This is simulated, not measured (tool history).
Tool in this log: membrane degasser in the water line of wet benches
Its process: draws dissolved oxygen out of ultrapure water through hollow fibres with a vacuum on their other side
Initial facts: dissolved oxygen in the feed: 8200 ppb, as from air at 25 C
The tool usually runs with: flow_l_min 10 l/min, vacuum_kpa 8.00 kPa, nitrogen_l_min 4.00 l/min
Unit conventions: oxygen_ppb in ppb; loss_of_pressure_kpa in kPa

run    hour  flow_l_min  vacuum_kpa  nitrogen_l_min  oxygen_ppb  loss_of_pressure_kpa
  1     0.0          10        8.00            4.00        44.7                 32.96
  2   131.0          10        8.00            2.67        60.9                 33.02
  3   294.9          10        8.00            4.00        46.6                 33.25
  4   418.8          10        8.00            4.00        45.5                 32.99
      442.8  -- seals of the vacuum lines changed
  5   544.9          10        8.00            4.00        43.3                 33.21
  6   663.1          10        8.00            4.00        43.6                 33.26
  7   875.7          10        8.00            4.00        44.5                 33.37
  8  1017.0          10       10.61            4.00        60.1                 33.16
  9  1217.4          10       10.61            4.00        60.0                 33.38
 10  1444.7           8        8.00            4.00        29.2                 26.69
 11  1626.4           8        8.00            4.00        30.0                 26.76
 12  1791.3           8        8.00            4.00        29.9                 26.66
 13  2024.0          10       13.45            4.00        79.1                 33.54
 14  2194.3          10       13.45            4.00        79.0                 33.58
 15  2353.7          15       13.45            4.08       155.2                 50.44
 16  2521.4          15       13.45            4.08       155.1                 50.30
 17  2700.8          15       13.45            4.08       155.7                 50.49
 18  2839.4          15       13.45            4.08       154.8                 50.63
 19  3029.0          10        6.59           11.39        22.4                 33.61
 20  3236.1          10        6.59           11.39        22.3                 33.74
 21  3401.2          16       11.79            8.81       118.5                 53.64
 22  3587.6          16       11.87            8.81       121.1                 53.64
 23  3739.7           6       15.30            6.29        31.1                 20.30
 24  3852.8           6       15.30            6.29        31.2                 20.01
 25  3959.1           6       15.30            6.29        31.9                 20.02
 26  4120.4          11        8.01            5.85        45.7                 36.97
 27  4266.3           7        5.04            3.52        13.5                 23.83
 28  4456.4          10        9.49            2.58        77.6                 33.83

Forecast each of these 3 alternatives for the next run:
  A  4697.7          10       10.05            2.58           ?                     ?
  B  4697.7          15        9.44            4.25           ?                     ?
  C  4697.7           9        9.49            1.81           ?                     ?

run  oxygen_ppb  loss_of_pressure_kpa
  A        84.1                 34.07
  B       124.6                 51.01
  C        90.0                 30.99
With no hidden state in the tool, these same runs would have given:
run  oxygen_ppb  loss_of_pressure_kpa
  A        75.0                 31.86
  B       102.6                 47.71
  C        81.7                 29.00
